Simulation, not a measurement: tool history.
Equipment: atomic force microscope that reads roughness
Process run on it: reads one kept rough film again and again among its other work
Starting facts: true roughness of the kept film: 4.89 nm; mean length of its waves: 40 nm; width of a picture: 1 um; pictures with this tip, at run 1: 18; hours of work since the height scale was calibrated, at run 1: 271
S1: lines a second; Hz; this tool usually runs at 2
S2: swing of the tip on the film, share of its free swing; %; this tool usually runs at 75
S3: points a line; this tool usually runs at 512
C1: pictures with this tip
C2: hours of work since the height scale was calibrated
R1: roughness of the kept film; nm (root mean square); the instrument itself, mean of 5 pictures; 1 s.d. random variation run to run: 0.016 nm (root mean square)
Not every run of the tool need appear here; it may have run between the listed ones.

Run 1, hour 0: usual settings; C1 18; C2 271. Result: R1 3.659 nm (root mean square).
Run 2, hour 26.8: usual settings; C1 55; C2 283. Result: R1 3.279 nm (root mean square).
Run 3, hour 53: usual settings; C1 91; C2 295. Result: R1 2.97 nm (root mean square).
At hour 55.8: new tip fitted.
Run 4, hour 76.8: usual settings but S3 267; C1 29; C2 306. Result: R1 3.538 nm (root mean square).
Run 5, hour 97.7: usual settings; C1 58; C2 316. Result: R1 3.251 nm (root mean square).
Run 6, hour 115.9: usual settings; C1 83; C2 324. Result: R1 3.065 nm (root mean square).
At hour 125.7: new tip fitted.
Run 7, hour 132.7: usual settings; C1 9; C2 332. Result: R1 3.764 nm (root mean square).
Run 8, hour 147.9: usual settings; C1 30; C2 339. Result: R1 3.587 nm (root mean square).
Run 9, hour 165.8: usual settings but S3 425; C1 55; C2 347. Result: R1 3.304 nm (root mean square).
Run 10, hour 189.9: usual settings; C1 89; C2 358. Result: R1 3.056 nm (root mean square).
At hour 194.4: new tip fitted.
Run 11, hour 223.1: usual settings; C1 40; C2 373. Result: R1 3.422 nm (root mean square).
Run 12, hour 247.6: usual settings; C1 74; C2 384. Result: R1 3.121 nm (root mean square).
At hour 263.5: new tip fitted.
Run 13, hour 279.4: usual settings; C1 22; C2 399. Result: R1 3.617 nm (root mean square).

Run 14 comes next. What will it give?
Run 14, hour 295.5: usual settings; C1 45; C2 406. Result: R1 ?.

{"run 14": {"R1": 3.358}}
With the hidden condition absent and the run-to-run variation left alone, this run would have shown R1 3.896 nm (root mean square).

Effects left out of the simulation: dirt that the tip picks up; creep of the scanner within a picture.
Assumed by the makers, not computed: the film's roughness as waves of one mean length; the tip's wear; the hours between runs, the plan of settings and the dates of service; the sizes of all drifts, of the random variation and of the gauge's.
